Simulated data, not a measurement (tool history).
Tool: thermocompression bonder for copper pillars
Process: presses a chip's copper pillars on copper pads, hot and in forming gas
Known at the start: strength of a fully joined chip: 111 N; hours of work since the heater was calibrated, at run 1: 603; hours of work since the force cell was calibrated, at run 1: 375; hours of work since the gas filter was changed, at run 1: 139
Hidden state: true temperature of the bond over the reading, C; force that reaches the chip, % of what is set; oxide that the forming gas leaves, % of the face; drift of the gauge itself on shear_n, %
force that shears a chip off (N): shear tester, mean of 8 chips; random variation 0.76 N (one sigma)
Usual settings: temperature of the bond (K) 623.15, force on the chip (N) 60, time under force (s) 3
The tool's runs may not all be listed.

run	hour	temperature of the bond (K)	force on the chip (N)	time under force (s)	hours of work since the heater was calibrated	hours of work since the force cell was calibrated	hours of work since the gas filter was changed	force that shears a chip off (N)
1	0.0	623.15	60	3	603	375	139	53.3
# hour 2.6: forming gas filter changed
2	19.7	623.15	60	3	614	387	10	56.6
3	35.6	623.15	60	3	624	396	20	57.5
4	51.0	623.15	60	3	633	406	29	55.7
5	72.9	623.15	60	2	646	419	42	48.1
6	95.6	623.15	60	2	660	432	56	48.8
7	117.5	623.15	60	2	673	446	69	47.8
8	141.6	623.15	60	2	688	460	83	47.2
9	160.4	623.15	60	2	699	471	95	47.5
10	171.8	623.15	60	2	706	478	102	46.6
11	195.1	623.15	60	3	720	492	116	54.6
12	220.7	623.15	60	3	735	507	131	55.0
# hour 236.6: forming gas filter changed
13	236.6	623.15	60	2	744	517	0	49.1
14	261.1	623.15	60	2	759	531	15	49.2
15	278.5	619.15	60	3	769	542	25	54.6
16	292.2	619.15	60	3	778	550	33	53.7
17	312.6	619.15	60	3	790	562	46	54.4
18	330.7	619.15	60	3	801	573	57	55.4
19	343.2	624.15	60	3	808	581	64	56.3
20	358.2	624.15	60	3	817	590	73	55.5
21	384.7	642.15	57	3	833	606	89	61.5
22	409.3	623.15	41	3	848	620	104	43.1
23	427.7	623.15	41	3	859	631	115	41.8
24	446.1	623.15	60	2	870	643	126	45.9
25	466.8	623.15	40	3	882	655	138	40.9
# hour 471.4: forming gas filter changed
26	479.7	623.15	40	3	890	662	5	44.3
# hour 482.9: heater calibrated with a thermocouple chip
27	500.4	623.15	89	3	11	674	16	72.5
28	512.6	602.15	61	2	18	681	24	42.1
29	524.3	602.15	61	2	25	688	31	41.8
# hour 530.6: heater calibrated with a thermocouple chip, once more
30	548.7	602.15	61	2	11	701	44	39.2

Run 31 comes next. What will it give?
31	560.6	600.15	70	2	18	709	51	?

Run 31 gave force that shears a chip off (N) 40.4.
Without the tool's hidden state the same run would have given force that shears a chip off (N) 42.9.
